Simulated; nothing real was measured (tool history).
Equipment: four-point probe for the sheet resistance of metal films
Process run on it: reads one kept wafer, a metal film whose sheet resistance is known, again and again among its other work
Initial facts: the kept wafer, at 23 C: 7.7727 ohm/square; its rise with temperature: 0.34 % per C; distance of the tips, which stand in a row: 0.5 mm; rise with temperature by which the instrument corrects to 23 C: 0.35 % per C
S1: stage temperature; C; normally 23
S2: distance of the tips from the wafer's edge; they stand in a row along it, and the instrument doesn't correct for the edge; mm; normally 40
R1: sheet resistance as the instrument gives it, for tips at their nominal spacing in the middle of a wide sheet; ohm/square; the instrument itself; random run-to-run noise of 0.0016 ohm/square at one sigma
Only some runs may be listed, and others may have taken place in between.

run    hour  S1  S2        R1
  1     0.0  23  40  7.803980
  2    98.9  23  40  7.802783
  3   198.3  23  40  7.805744
  4   276.9  23  40  7.804872
  5   352.0  27  40  7.799444
  6   435.6  27  40  7.800576
  7   581.6  27  40  7.800990
  8   664.1  19  40  7.808430
  9   749.6  19  40  7.813815
 10   839.0  23  39  7.810852
 11   940.5  22  40  7.809636
 12  1027.1  22  40  7.810619
 13  1167.2  22  40  7.812680
 14  1285.0  34   5  7.838505
 15  1405.7  25   4  7.877001
 16  1550.5  28  17  7.810220
 17  1616.5  31  23  7.804622
 18  1688.6  19  23  7.820052

Expected results for the next run?
 19  1822.1  22  14   ?

R1: 7.822856 ohm/square
Were there no unlogged condition in the tool, this run, its random variation unchanged, would have produced R1 7.781364 ohm/square.

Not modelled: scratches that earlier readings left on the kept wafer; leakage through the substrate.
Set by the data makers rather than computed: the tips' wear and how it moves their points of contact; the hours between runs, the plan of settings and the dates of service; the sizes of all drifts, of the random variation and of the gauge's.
